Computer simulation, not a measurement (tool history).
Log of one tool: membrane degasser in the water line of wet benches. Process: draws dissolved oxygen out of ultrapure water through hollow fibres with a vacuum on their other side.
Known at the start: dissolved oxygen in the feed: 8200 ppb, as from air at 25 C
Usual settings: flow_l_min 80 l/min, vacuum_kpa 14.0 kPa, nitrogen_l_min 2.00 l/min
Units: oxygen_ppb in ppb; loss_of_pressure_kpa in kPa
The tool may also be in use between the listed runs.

run,hour,flow_l_min,vacuum_kpa,nitrogen_l_min,oxygen_ppb,loss_of_pressure_kpa
1,0.0,80,14.0,2.00,1046.6,34.67
2,97.7,80,19.0,2.00,1341.5,34.86
3,233.6,80,19.0,2.00,1352.4,34.96
4,382.4,80,19.0,2.00,1359.8,35.12
5,454.8,123,14.0,2.00,1572.4,53.73
6,594.6,123,14.0,2.00,1573.4,54.22
7,730.3,80,14.0,2.00,1049.1,35.47
8,849.6,80,14.0,2.00,1051.3,35.09
9,954.9,71,14.0,2.00,937.0,30.97
10,1067.2,71,14.0,2.00,938.6,31.14
11,1147.0,80,14.0,2.00,1058.3,34.80
12,1215.1,80,14.0,3.14,829.2,35.31
13,1338.3,80,22.5,2.00,1555.4,35.11
14,1453.1,80,14.0,2.00,1052.5,35.27
15,1535.6,80,14.0,2.00,1055.2,35.37
16,1670.6,80,11.7,2.00,903.8,35.41
17,1804.2,66,8.7,2.00,559.3,29.10
18,1959.5,66,8.7,2.00,561.0,29.33
# hour 2028.0: seals of the vacuum lines changed
19,2042.5,50,23.6,0.95,1762.0,21.94
20,2111.0,56,14.0,2.00,736.9,24.75
21,2228.5,116,25.6,4.45,1552.9,51.50
22,2386.3,81,10.5,4.45,589.0,36.16
23,2514.6,81,17.5,1.00,1874.5,36.05

Forecast run 24:
24,2655.8,50,24.9,0.93,?,?

{"run 24": {"oxygen_ppb": 1882.0, "loss_of_pressure_kpa": 22.44}}
Without the tool's hidden state the same run would have given oxygen_ppb 1862.6 ppb, loss_of_pressure_kpa 21.76 kPa.
